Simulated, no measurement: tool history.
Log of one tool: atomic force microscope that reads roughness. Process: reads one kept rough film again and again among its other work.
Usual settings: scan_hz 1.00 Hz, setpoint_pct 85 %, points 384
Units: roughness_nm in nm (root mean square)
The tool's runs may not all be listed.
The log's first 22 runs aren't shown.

run   hour  scan_hz  setpoint_pct  points  pictures with this tip  hours of work since the height scale was calibrated  roughness_nm
 23  477.2     1.12            86     764                     197                                                  124         2.576
 24  493.5     1.56            85     773                     223                                                  137         2.388
 25  521.9     0.87            77     384                     269                                                  160         2.438
 26  536.0     3.26            70     740                     292                                                  171         2.197
     561.3  -- new tip fitted
 27  564.9     3.26            69     508                       6                                                  193         3.387
 28  590.0     3.26            69     508                      46                                                  213         3.139
 29  606.8     2.75            76    1002                      73                                                  226         2.926
 30  630.1     1.66            59     336                     111                                                  244         3.089
 31  649.7     0.61            68     810                     143                                                  260         3.067
 32  675.6     2.69            85     912                     185                                                  280         2.292
 33  690.5     2.56            85     773                     209                                                  292         2.227
 34  704.0     2.56            85     773                     231                                                  302         2.188
 35  717.3     1.71            75     301                     252                                                  313         2.373
 36  735.2     1.71            78     896                     281                                                  327         2.291
 37  763.5     0.50            68     798                     327                                                  349         2.390
     766.1  -- new tip fitted
 38  784.2     0.50            68     798                      29                                                  365         3.743
 39  805.9     0.50            68     798                      64                                                  382         3.525

3 ways to go on from here, each from the tool as it stands after run 39. What would each give?
  A  822.0     1.39            85     384                      91                                                  395             ?
  B  822.0     0.94            62     284                      91                                                  395             ?
  C  822.0     0.50            81     420                      91                                                  395             ?

run  roughness_nm
  A         2.983
  B         3.290
  C         3.316
Without the tool's hidden state the same runs would have given:
run  roughness_nm
  A         3.445
  B         3.799
  C         3.828
